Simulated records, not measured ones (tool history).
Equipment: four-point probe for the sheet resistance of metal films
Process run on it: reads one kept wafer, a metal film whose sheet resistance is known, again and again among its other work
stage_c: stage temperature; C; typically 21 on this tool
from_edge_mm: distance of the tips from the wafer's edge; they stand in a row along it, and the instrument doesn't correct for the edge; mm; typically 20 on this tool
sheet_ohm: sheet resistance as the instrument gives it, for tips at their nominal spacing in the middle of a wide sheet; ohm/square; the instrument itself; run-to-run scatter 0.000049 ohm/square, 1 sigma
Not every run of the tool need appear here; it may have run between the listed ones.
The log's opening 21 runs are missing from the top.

| run | day | stage_c | from_edge_mm | sheet_ohm |
|---|---|---|---|---|
| 22 | 73.071 | 21 | 13 | 0.243281 |
| 23 | 76.162 | 21 | 17 | 0.242631 |
| 24 | 78.662 | 32 | 8 | 0.243336 |
| 25 | 82.171 | 32 | 8 | 0.243324 |
| 26 | 85.958 | 23 | 4 | 0.253632 |
| 27 | 90.254 | 23 | 20 | 0.241691 |
| 28 | 94.804 | 26 | 31 | 0.240812 |
| 29 | 98.133 | 24 | 21 | 0.241190 |
| 30 | 100.950 | 24 | 21 | 0.241208 |
| 31 | 104.467 | 24 | 21 | 0.240997 |
| 32 | 107.746 | 24 | 21 | 0.240905 |
| 33 | 112.417 | 25 | 13 | 0.241351 |
| 34 | 115.358 | 25 | 8 | 0.243236 |
|  | 117.412 | new probe head fitted |
| 35 | 117.988 | 29 | 24 | 0.242943 |
| 36 | 120.550 | 20 | 4 | 0.256380 |
| 37 | 125.342 | 21 | 8 | 0.246829 |
| 38 | 129.046 | 27 | 34 | 0.242677 |
| 39 | 133.200 | 26 | 51 | 0.242592 |
| 40 | 136.067 | 34 | 4 | 0.253569 |
| 41 | 139.404 | 18 | 7 | 0.247910 |
|  | 139.817 | stage's thermometer calibrated |
| 42 | 142.562 | 35 | 9 | 0.243495 |
| 43 | 146.025 | 35 | 9 | 0.243398 |
| 44 | 149.012 | 21 | 4 | 0.255398 |
| 45 | 152.529 | 22 | 3 | 0.263775 |

Each row is a separate what-if for the run after 45, all from the same tool condition, not one after another. Results?
| A | 154.979 | 33 | 3 | ? |
| B | 154.979 | 24 | 3 | ? |
| C | 154.979 | 22 | 8 | ? |

| run | sheet_ohm |
|---|---|
| A | 0.261952 |
| B | 0.263383 |
| C | 0.245883 |
The same runs, with their run-to-run variation unchanged, on a tool lacking any hidden condition would have given:
| run | sheet_ohm |
|---|---|
| A | 0.263540 |
| B | 0.264981 |
| C | 0.247384 |

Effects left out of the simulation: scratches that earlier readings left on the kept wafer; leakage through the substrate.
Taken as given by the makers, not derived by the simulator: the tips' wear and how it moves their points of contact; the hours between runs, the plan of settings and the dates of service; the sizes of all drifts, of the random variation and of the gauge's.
